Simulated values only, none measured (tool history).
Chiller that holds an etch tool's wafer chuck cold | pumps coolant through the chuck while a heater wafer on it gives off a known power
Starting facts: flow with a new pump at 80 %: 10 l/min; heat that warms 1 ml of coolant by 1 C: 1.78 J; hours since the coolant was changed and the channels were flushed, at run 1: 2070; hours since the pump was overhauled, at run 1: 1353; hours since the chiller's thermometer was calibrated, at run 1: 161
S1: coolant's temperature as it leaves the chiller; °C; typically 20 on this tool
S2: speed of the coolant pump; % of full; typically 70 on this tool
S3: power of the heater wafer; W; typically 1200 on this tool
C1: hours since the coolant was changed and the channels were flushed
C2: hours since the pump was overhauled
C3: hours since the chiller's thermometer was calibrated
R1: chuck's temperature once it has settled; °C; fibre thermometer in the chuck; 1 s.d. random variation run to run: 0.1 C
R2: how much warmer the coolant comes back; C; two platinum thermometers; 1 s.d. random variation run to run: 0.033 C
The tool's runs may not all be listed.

run	hour	S1	S2	S3	C1	C2	C3	R1	R2
1	0	20	70	1200	2070	1353	161	34.2	4.89
2	20.2	20	70	1200	2090	1374	181	34.3	4.84
3	41.5	20	70	1200	2111	1395	202	34.3	4.93
4	61.2	20	70	1200	2131	1414	222	34.3	4.9
5	79.4	20	70	1200	2149	1433	240	34.4	4.97
6	106.3	20	70	1200	2176	1460	267	34.1	4.89
7	141.5	20	70	1757	2211	1495	302	41.1	7.18
8	175.1	20	87	1200	2245	1528	336	31.8	3.87
9	193	20	87	1200	2263	1546	354	31.8	3.88
10	224.1	20	87	1200	2294	1577	385	31.8	3.93
11	258.5	20	87	1200	2328	1612	419	31.9	3.96
12	280.7	20	70	1200	2351	1634	441	34.4	4.93
13	310.2	20	70	1200	2380	1663	471	34.4	4.9
14	333.1	20	70	1200	2403	1686	494	34.5	4.98
15	350.3	20	70	1200	2420	1704	511	34.4	4.99
16	368.7	20	70	1200	2439	1722	529	34.4	4.95
17	392.6	20	92	1200	2462	1746	553	31.3	3.69
18	416.6	20	92	1200	2486	1770	577	31.4	3.77
19	444.9	20	84	1200	2515	1798	605	32.5	4.15
20	475.6	22	64	1019	2545	1829	636	35.3	4.63
21	495.7	22	64	1019	2566	1849	656	35.3	4.69
22	530.2	22	69	1003	2600	1884	691	34.5	4.23
23	564	20	65	1744	2634	1917	724	43	7.86
24	588.5	29	84	647	2658	1942	749	35.7	2.15
25	622.8	19	99	651	2693	1976	783	25	1.85
26	640.4	19	99	651	2710	1994	801	24.9	1.92
27	664.2	25	99	826	2734	2018	825	32.2	2.4
28	681.5	20	82	1200	2751	2035	842	32.9	4.23
29	709.1	23	65	1350	2779	2062	870	40.8	6.11
30	727.1	20	89	965	2797	2080	888	29.6	3.08
31	756.5	20	89	965	2826	2110	917	29.6	3.15
32	780.8	25	75	1569	2851	2134	941	43.4	6.12

Each row is a separate what-if for the run after 32, all from the same tool condition, not one after another. Results?
A	815.9	20	70	1195	2886	2169	976	?	?
B	815.9	25	62	1125	2886	2169	976	?	?
C	815.9	12	60	1569	2886	2169	976	?	?

run	R1	R2
A	34.8	4.99
B	40.4	5.32
C	34.3	7.8
Without the tool's unlogged condition, the same runs would have read:
run	R1	R2
A	33.1	4.58
B	38.6	4.89
C	31.6	7.17
